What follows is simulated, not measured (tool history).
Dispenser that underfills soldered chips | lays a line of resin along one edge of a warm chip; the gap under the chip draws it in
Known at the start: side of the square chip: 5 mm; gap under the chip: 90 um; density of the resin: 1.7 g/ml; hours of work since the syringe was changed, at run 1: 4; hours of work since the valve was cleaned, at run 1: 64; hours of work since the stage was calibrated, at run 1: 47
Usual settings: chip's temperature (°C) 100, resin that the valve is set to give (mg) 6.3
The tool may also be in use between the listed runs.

run    day  chip's temperature (°C)  resin that the valve is set to give (mg)  hours of work since the syringe was changed  hours of work since the valve was cleaned  hours of work since the stage was calibrated  time until the resin shows at the far edge (s)  resin that the valve gave (mg)
  1      0                      100                                       6.3                                            4                                         64                                            47                                            16.8                            6.06
     0.133  -- new syringe of resin
  2  0.467                      100                                       6.3                                            5                                         72                                            54                                            18.2                            6.08
     0.529  -- new syringe of resin
  3  0.829                      100                                       6.3                                            5                                         77                                            60                                              17                            5.93
     0.896  -- new syringe of resin
     1.262  -- new syringe of resin
  4  1.412                      100                                       6.3                                            2                                         86                                            68                                            16.6                            5.92
     1.625  -- new syringe of resin
     2.008  -- new syringe of resin
  5  2.012                      100                                       6.3                                            0                                         95                                            77                                            14.3                            5.84
     2.392  -- new syringe of resin
  6  2.458                       97                                       6.3                                            1                                        102                                            84                                            17.3                            5.85
     2.758  -- new syringe of resin
  7  2.758                       97                                       6.3                                            0                                        106                                            89                                            16.6                            5.85
     3.142  -- new syringe of resin
  8  3.288                       96                                      7.08                                            2                                        114                                            97                                            18.4                            6.53
     3.438  -- dispensing valve cleaned and set on the balance
     3.567  -- new syringe of resin
  9  3.604                       87                                      7.14                                            1                                          2                                           101                                            27.1                            7.08
     3.933  -- new syringe of resin
 10  3.958                       94                                      6.55                                            0                                          8                                           106                                            19.2                            6.45
     4.308  -- new syringe of resin
 11  4.333                       92                                      7.46                                            0                                         14                                           112                                            20.6                            7.45
     4.671  -- new syringe of resin
 12  4.879                       92                                      7.46                                            3                                         22                                           120                                            23.3                            7.35
     5.029  -- new syringe of resin
     5.404  -- new syringe of resin
 13  5.421                      110                                      7.46                                            0                                         30                                           129                                             9.4                            7.36

Hidden state or all else? Some run-to-run changes of time until the resin shows at the far edge (s), split into what the settings, what came in and random variation would give without the hidden state, and what is left for the hidden state (with any gauge scatter that isn't in both results):
The hidden state here: resin's viscosity, % of fresh resin's; dose that the valve gives, % of what is set; true chip temperature over the reading, C; drift of the gauge itself on fill_s, %; drift of the gauge itself on given_mg, %.
Run 11 -> 12: new syringe of resin. time until the resin shows at the far edge (s) +2.7: hidden state +3, all else -0.3.
Run 12 -> 13: chip's temperature (°C) 92 -> 110, new syringe of resin, new syringe of resin. time until the resin shows at the far edge (s) -13.9: hidden state -2.5, all else -11.4.

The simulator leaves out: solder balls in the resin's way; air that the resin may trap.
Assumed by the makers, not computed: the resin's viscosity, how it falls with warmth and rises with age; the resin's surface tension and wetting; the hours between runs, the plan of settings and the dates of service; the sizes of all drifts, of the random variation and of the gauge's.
